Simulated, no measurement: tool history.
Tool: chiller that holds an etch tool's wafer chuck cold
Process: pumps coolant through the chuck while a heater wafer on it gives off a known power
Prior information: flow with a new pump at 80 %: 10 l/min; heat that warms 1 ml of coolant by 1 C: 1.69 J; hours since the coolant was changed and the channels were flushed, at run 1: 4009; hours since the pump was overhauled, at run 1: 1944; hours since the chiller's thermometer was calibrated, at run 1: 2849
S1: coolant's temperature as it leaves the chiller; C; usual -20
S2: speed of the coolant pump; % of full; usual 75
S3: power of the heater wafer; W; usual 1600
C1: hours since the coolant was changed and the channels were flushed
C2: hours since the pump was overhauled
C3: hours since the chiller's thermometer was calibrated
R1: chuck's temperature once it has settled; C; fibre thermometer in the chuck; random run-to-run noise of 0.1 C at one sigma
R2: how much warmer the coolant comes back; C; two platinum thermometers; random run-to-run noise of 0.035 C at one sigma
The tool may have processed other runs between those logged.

run 1 hour=0 | S1=-20 S2=75 S3=1600 | C1=4009 C2=1944 C3=2849 | R1=1.8 R2=6.08
run 2 hour=54.6 | S1=-20 S2=75 S3=1600 | C1=4064 C2=1999 C3=2904 | R1=1.9 R2=6.02
run 3 hour=100.2 | S1=-26 S2=75 S3=1600 | C1=4109 C2=2044 C3=2949 | R1=-4.3 R2=6.01
-- hour=128.2 coolant changed, channels flushed
run 4 hour=146.2 | S1=-26 S2=75 S3=1600 | C1=18 C2=2084 C3=2989 | R1=-4.3 R2=6.04
run 5 hour=189.3 | S1=-26 S2=75 S3=1600 | C1=61 C2=2127 C3=3032 | R1=-4.2 R2=6.06
run 6 hour=225.1 | S1=-26 S2=75 S3=1600 | C1=97 C2=2163 C3=3068 | R1=-4.1 R2=6.04
run 7 hour=280.6 | S1=-26 S2=75 S3=1600 | C1=152 C2=2219 C3=3124 | R1=-4.3 R2=6.06
run 8 hour=345.8 | S1=-20 S2=75 S3=1600 | C1=218 C2=2284 C3=3189 | R1=1.7 R2=6.09
run 9 hour=407 | S1=-20 S2=75 S3=1600 | C1=279 C2=2345 C3=3250 | R1=1.9 R2=6.14
run 10 hour=449.5 | S1=-20 S2=75 S3=1600 | C1=321 C2=2388 C3=3293 | R1=1.8 R2=6.12
run 11 hour=511.7 | S1=-20 S2=85 S3=1600 | C1=384 C2=2450 C3=3355 | R1=0 R2=5.38
run 12 hour=544.4 | S1=-20 S2=75 S3=1600 | C1=416 C2=2482 C3=3387 | R1=1.7 R2=6.13
run 13 hour=580.7 | S1=-20 S2=75 S3=1600 | C1=453 C2=2519 C3=3424 | R1=1.6 R2=6.17
run 14 hour=624.9 | S1=-22 S2=75 S3=1600 | C1=497 C2=2563 C3=3468 | R1=-0.3 R2=6.18
run 15 hour=662.7 | S1=-22 S2=75 S3=1600 | C1=534 C2=2601 C3=3506 | R1=-0.3 R2=6.11
run 16 hour=716.9 | S1=-20 S2=75 S3=1354 | C1=589 C2=2655 C3=3560 | R1=-1.6 R2=5.2
run 17 hour=781.3 | S1=-20 S2=75 S3=1354 | C1=653 C2=2719 C3=3624 | R1=-1.5 R2=5.2
run 18 hour=844.5 | S1=-18 S2=62 S3=1221 | C1=716 C2=2783 C3=3688 | R1=1.2 R2=5.76
run 19 hour=896 | S1=-18 S2=62 S3=1221 | C1=768 C2=2834 C3=3739 | R1=0.9 R2=5.66
run 20 hour=945.7 | S1=-28 S2=84 S3=1214 | C1=818 C2=2884 C3=3789 | R1=-12.8 R2=4.24
run 21 hour=976.3 | S1=-14 S2=72 S3=1214 | C1=848 C2=2914 C3=3819 | R1=2.9 R2=4.94
run 22 hour=1016.9 | S1=-14 S2=72 S3=1214 | C1=889 C2=2955 C3=3860 | R1=3 R2=4.92
run 23 hour=1059.4 | S1=-14 S2=72 S3=1214 | C1=931 C2=2997 C3=3902 | R1=3.1 R2=4.95
run 24 hour=1124.3 | S1=-14 S2=72 S3=1214 | C1=996 C2=3062 C3=3967 | R1=2.9 R2=4.9
run 25 hour=1164.6 | S1=-14 S2=72 S3=1214 | C1=1036 C2=3103 C3=4008 | R1=3 R2=4.92
run 26 hour=1218.6 | S1=-20 S2=75 S3=1160 | C1=1090 C2=3157 C3=4062 | R1=-4.1 R2=4.5
run 27 hour=1281.7 | S1=-20 S2=75 S3=1160 | C1=1154 C2=3220 C3=4125 | R1=-4.3 R2=4.54
run 28 hour=1346.8 | S1=-20 S2=62 S3=1303 | C1=1219 C2=3285 C3=4190 | R1=0.4 R2=6.13
run 29 hour=1378.8 | S1=-26 S2=86 S3=1066 | C1=1251 C2=3317 C3=4222 | R1=-13 R2=3.67
-- hour=1412.3 gauge calibrated
run 30 hour=1439.5 | S1=-20 S2=72 S3=1000 | C1=1311 C2=3378 C3=4283 | R1=-6.2 R2=3.96
run 31 hour=1478.8 | S1=-14 S2=90 S3=1000 | C1=1351 C2=3417 C3=4322 | R1=-2.1 R2=3.18
run 32 hour=1524.6 | S1=-14 S2=90 S3=1000 | C1=1396 C2=3463 C3=4368 | R1=-2.3 R2=3.13

Take each entry between the runs: how does the hidden state at the last listed run before it differ from the hidden state at the first listed run after it?
In the gap between runs 3 and 4: coolant changed, channels flushed (hour 128.2)
  heat passed by the chuck's channels, % of clean ones': 99.9 -> 100; drift of the gauge itself on warmer_back_c, C: 0.01 -> 0.02
  the result without the hidden state subtracted from the measured one, R2: +0.01 -> +0.02 C
In the gap between runs 29 and 30: gauge calibrated (hour 1412.3)
  drift of the gauge itself on warmer_back_c, C: 0.18 -> 0
  the result without the hidden state subtracted from the measured one, R2: +0.19 -> +0 C
